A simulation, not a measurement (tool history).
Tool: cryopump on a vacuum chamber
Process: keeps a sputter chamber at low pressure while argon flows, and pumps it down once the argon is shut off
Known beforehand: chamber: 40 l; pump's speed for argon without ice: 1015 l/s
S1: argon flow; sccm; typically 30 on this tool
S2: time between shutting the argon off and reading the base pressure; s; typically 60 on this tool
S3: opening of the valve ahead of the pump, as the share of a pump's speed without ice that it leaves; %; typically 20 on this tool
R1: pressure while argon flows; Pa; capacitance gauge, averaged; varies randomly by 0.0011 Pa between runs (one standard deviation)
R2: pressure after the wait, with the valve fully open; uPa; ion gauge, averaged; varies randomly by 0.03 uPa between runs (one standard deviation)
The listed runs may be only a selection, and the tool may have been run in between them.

| run | hour | S1 | S2 | S3 | R1 | R2 |
|---|---|---|---|---|---|---|
| 1 | 0 | 30 | 60 | 20 | 0.2578 | 2.04 |
| 2 | 17.3 | 21 | 60 | 20 | 0.1825 | 2.03 |
| 3 | 34.3 | 21 | 60 | 20 | 0.1828 | 2.12 |
| 4 | 46.8 | 30 | 60 | 20 | 0.2589 | 2.24 |
| 5 | 66.8 | 30 | 121 | 20 | 0.2591 | 1.59 |
| 6 | 85.7 | 30 | 60 | 59 | 0.0945 | 2.24 |
| 7 | 95.2 | 30 | 60 | 20 | 0.2596 | 2.24 |
| 8 | 105.8 | 30 | 297 | 20 | 0.2596 | 1.33 |
| 9 | 120.7 | 30 | 297 | 20 | 0.259 | 1.33 |
| 10 | 131.6 | 30 | 297 | 20 | 0.2595 | 1.4 |
| 11 | 142.4 | 30 | 60 | 22 | 0.2364 | 2.36 |
| 12 | 154.4 | 41 | 152 | 20 | 0.3577 | 1.68 |
| 13 | 165.8 | 29 | 284 | 20 | 0.2513 | 1.47 |
| 14 | 185.2 | 16 | 37 | 19 | 0.1465 | 3.16 |
| 15 | 198.5 | 16 | 37 | 19 | 0.1467 | 3.16 |
| 16 | 219.4 | 18 | 27 | 37 | 0.0889 | 3.94 |
| 17 | 231.9 | 30 | 36 | 20 | 0.2609 | 3.33 |
| 18 | 241.3 | 40 | 43 | 20 | 0.3484 | 2.98 |
|  | 259 | pump warmed up, emptied and cooled again |
| 19 | 264.9 | 13 | 75 | 17 | 0.1279 | 2.16 |
| 20 | 276.5 | 33 | 48 | 56 | 0.0998 | 2.67 |
| 21 | 292.5 | 54 | 45 | 53 | 0.1736 | 2.82 |
| 22 | 307.4 | 54 | 45 | 53 | 0.1738 | 2.87 |

Per-run results on a tool with no hidden state, each run keeping its own random variation:
The tool's hidden condition here consists of: pump's speed, % of a pump's without ice; cold plate's temperature, K; leak into the chamber, uPa l/s; drift of the gauge itself on working_pa, %; drift of the gauge itself on base_upa, %.
| run | R1 | R2 |
|---|---|---|
| 1 | 0.2489 | 1.46 |
| 2 | 0.1761 | 1.42 |
| 3 | 0.1763 | 1.46 |
| 4 | 0.2495 | 1.53 |
| 5 | 0.2496 | 0.87 |
| 6 | 0.0847 | 1.48 |
| 7 | 0.2497 | 1.46 |
| 8 | 0.2495 | 0.51 |
| 9 | 0.2488 | 0.5 |
| 10 | 0.2492 | 0.53 |
| 11 | 0.226 | 1.47 |
| 12 | 0.3432 | 0.75 |
| 13 | 0.241 | 0.54 |
| 14 | 0.1407 | 2.17 |
| 15 | 0.1408 | 2.15 |
| 16 | 0.0821 | 2.87 |
| 17 | 0.2494 | 2.22 |
| 18 | 0.3329 | 1.88 |
| 19 | 0.1272 | 1.23 |
| 20 | 0.0981 | 1.72 |
| 21 | 0.1705 | 1.86 |
| 22 | 0.1705 | 1.86 |
